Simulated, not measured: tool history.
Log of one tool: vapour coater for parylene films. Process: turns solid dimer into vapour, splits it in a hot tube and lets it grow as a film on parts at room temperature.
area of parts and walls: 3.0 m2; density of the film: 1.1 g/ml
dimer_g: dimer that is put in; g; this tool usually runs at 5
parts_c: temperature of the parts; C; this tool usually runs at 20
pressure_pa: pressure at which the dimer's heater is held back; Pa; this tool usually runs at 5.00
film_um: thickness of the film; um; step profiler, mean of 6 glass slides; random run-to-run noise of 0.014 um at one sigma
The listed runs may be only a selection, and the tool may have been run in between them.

run 1 hour=0.0 | dimer_g=5 parts_c=20 pressure_pa=5.00 | film_um=0.90
run 2 hour=49.5 | dimer_g=5 parts_c=20 pressure_pa=5.31 | film_um=0.89
run 3 hour=138.7 | dimer_g=5 parts_c=20 pressure_pa=7.17 | film_um=0.79
-- hour=184.0 trap's valve overhauled
run 4 hour=229.1 | dimer_g=5 parts_c=20 pressure_pa=7.17 | film_um=0.90
run 5 hour=314.9 | dimer_g=3 parts_c=20 pressure_pa=5.00 | film_um=0.59
run 6 hour=377.0 | dimer_g=3 parts_c=20 pressure_pa=10.82 | film_um=0.49
run 7 hour=434.8 | dimer_g=3 parts_c=20 pressure_pa=10.82 | film_um=0.48
run 8 hour=522.0 | dimer_g=3 parts_c=20 pressure_pa=10.82 | film_um=0.45
run 9 hour=574.1 | dimer_g=3 parts_c=20 pressure_pa=10.82 | film_um=0.46
run 10 hour=645.2 | dimer_g=5 parts_c=20 pressure_pa=5.00 | film_um=0.95
run 11 hour=733.5 | dimer_g=5 parts_c=26 pressure_pa=5.00 | film_um=0.76
run 12 hour=803.7 | dimer_g=5 parts_c=26 pressure_pa=5.00 | film_um=0.78
run 13 hour=861.1 | dimer_g=5 parts_c=26 pressure_pa=5.00 | film_um=0.78
run 14 hour=944.2 | dimer_g=5 parts_c=26 pressure_pa=5.00 | film_um=0.79
run 15 hour=1026.4 | dimer_g=5 parts_c=25 pressure_pa=5.00 | film_um=0.80
run 16 hour=1070.9 | dimer_g=5 parts_c=20 pressure_pa=5.00 | film_um=0.92
run 17 hour=1160.7 | dimer_g=5 parts_c=20 pressure_pa=5.00 | film_um=0.91
run 18 hour=1220.9 | dimer_g=7 parts_c=26 pressure_pa=7.81 | film_um=0.95
run 19 hour=1258.4 | dimer_g=3 parts_c=26 pressure_pa=6.68 | film_um=0.40
-- hour=1275.5 table's thermometer calibrated
run 20 hour=1328.2 | dimer_g=3 parts_c=12 pressure_pa=6.68 | film_um=0.64
run 21 hour=1407.6 | dimer_g=7 parts_c=20 pressure_pa=8.75 | film_um=1.09
-- hour=1449.6 trap's valve overhauled
run 22 hour=1470.4 | dimer_g=7 parts_c=14 pressure_pa=8.75 | film_um=1.43
run 23 hour=1551.3 | dimer_g=6 parts_c=22 pressure_pa=8.75 | film_um=0.97
run 24 hour=1624.0 | dimer_g=2 parts_c=15 pressure_pa=3.20 | film_um=0.48
run 25 hour=1702.3 | dimer_g=2 parts_c=15 pressure_pa=3.20 | film_um=0.50
run 26 hour=1782.7 | dimer_g=5 parts_c=20 pressure_pa=8.57 | film_um=0.86
run 27 hour=1854.1 | dimer_g=6 parts_c=19 pressure_pa=5.00 | film_um=1.20
run 28 hour=1928.3 | dimer_g=6 parts_c=19 pressure_pa=5.00 | film_um=1.15
run 29 hour=1976.6 | dimer_g=4 parts_c=19 pressure_pa=3.33 | film_um=0.86
run 30 hour=2023.7 | dimer_g=4 parts_c=19 pressure_pa=3.33 | film_um=0.84
run 31 hour=2074.2 | dimer_g=2 parts_c=20 pressure_pa=10.95 | film_um=0.30
run 32 hour=2133.3 | dimer_g=7 parts_c=16 pressure_pa=6.16 | film_um=1.36
run 33 hour=2174.0 | dimer_g=7 parts_c=16 pressure_pa=6.16 | film_um=1.41
run 34 hour=2214.0 | dimer_g=7 parts_c=14 pressure_pa=6.16 | film_um=1.46

For each run, the measured value with the value that run would have given without the tool's hidden condition subtracted. The run-to-run variation is shared by both, the gauge scatter possibly not:
Unlogged tool condition in this case: vapour lost through the trap's worn valve, %; true temperature of the parts over the reading, C; drift of the gauge itself on film_um, %.
run=1 film_um=-0.09
run=2 film_um=-0.09
run=3 film_um=-0.10
run=4 film_um=-0.01
run=5 film_um=-0.02
run=6 film_um=-0.01
run=7 film_um=-0.01
run=8 film_um=-0.02
run=9 film_um=-0.02
run=10 film_um=-0.05
run=11 film_um=-0.04
run=12 film_um=-0.05
run=13 film_um=-0.05
run=14 film_um=-0.05
run=15 film_um=-0.07
run=16 film_um=-0.08
run=17 film_um=-0.09
run=18 film_um=-0.09
run=19 film_um=-0.05
run=20 film_um=-0.05
run=21 film_um=-0.10
run=22 film_um=-0.01
run=23 film_um=-0.01
run=24 film_um=-0.01
run=25 film_um=-0.01
run=26 film_um=-0.03
run=27 film_um=-0.04
run=28 film_um=-0.06
run=29 film_um=-0.04
run=30 film_um=-0.04
run=31 film_um=-0.01
run=32 film_um=-0.08
run=33 film_um=-0.10
run=34 film_um=-0.10
